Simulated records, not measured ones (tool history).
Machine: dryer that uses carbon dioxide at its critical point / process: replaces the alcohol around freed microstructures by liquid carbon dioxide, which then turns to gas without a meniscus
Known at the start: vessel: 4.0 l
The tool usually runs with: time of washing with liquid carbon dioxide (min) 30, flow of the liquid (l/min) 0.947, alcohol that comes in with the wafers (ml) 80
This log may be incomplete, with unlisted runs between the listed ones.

| run | day | time of washing with liquid carbon dioxide (min) | flow of the liquid (l/min) | alcohol that comes in with the wafers (ml) | alcohol left in the vessel before it's heated (ppm by volume) |
|---|---|---|---|---|---|
| 1 | 0.000 | 30 | 0.947 | 80 | 134 |
| 2 | 0.575 | 22 | 0.947 | 80 | 451 |
| 3 | 1.125 | 22 | 0.947 | 80 | 429 |
| 4 | 1.638 | 22 | 0.947 | 80 | 460 |
| 5 | 2.612 | 30 | 0.947 | 80 | 135 |
| 6 | 3.362 | 33 | 0.947 | 80 | 102 |
| 7 | 4.283 | 33 | 0.947 | 80 | 94 |
| 8 | 5.279 | 33 | 0.947 | 80 | 101 |
| 9 | 5.738 | 30 | 0.947 | 80 | 138 |
| 10 | 6.725 | 30 | 0.947 | 54 | 117 |
| 11 | 7.662 | 30 | 0.947 | 54 | 114 |
| 12 | 8.342 | 30 | 0.947 | 54 | 123 |
| 13 | 9.038 | 30 | 0.947 | 54 | 124 |
| 14 | 9.792 | 30 | 0.947 | 54 | 118 |
| 15 | 10.771 | 46 | 1.427 | 21 | 45 |
| 16 | 11.458 | 24 | 1.207 | 21 | 70 |
| 17 | 12.279 | 24 | 1.207 | 21 | 76 |
| 18 | 13.104 | 24 | 1.207 | 21 | 71 |
| 19 | 14.150 | 33 | 0.672 | 28 | 177 |
| 20 | 14.671 | 33 | 1.519 | 28 | 43 |
| 21 | 15.767 | 33 | 1.118 | 41 | 55 |
| 22 | 16.871 | 30 | 0.998 | 25 | 73 |
| 23 | 17.362 | 30 | 0.741 | 24 | 155 |
| 24 | 18.058 | 27 | 0.947 | 105 | 316 |

Branching from run 24: 5 alternative next runs. What would each branch give?
| A | 19.071 | 30 | 0.947 | 85 | ? |
| B | 19.071 | 21 | 0.820 | 80 | ? |
| C | 19.071 | 23 | 1.294 | 26 | ? |
| D | 19.071 | 24 | 0.947 | 39 | ? |
| E | 19.071 | 27 | 1.182 | 23 | ? |

| run | alcohol left in the vessel before it's heated (ppm by volume) |
|---|---|
| A | 182 |
| B | 972 |
| C | 84 |
| D | 221 |
| E | 70 |
With no hidden state in the tool, these same runs would have given:
| run | alcohol left in the vessel before it's heated (ppm by volume) |
|---|---|
| A | 66 |
| B | 592 |
| C | 21 |
| D | 104 |
| E | 16 |

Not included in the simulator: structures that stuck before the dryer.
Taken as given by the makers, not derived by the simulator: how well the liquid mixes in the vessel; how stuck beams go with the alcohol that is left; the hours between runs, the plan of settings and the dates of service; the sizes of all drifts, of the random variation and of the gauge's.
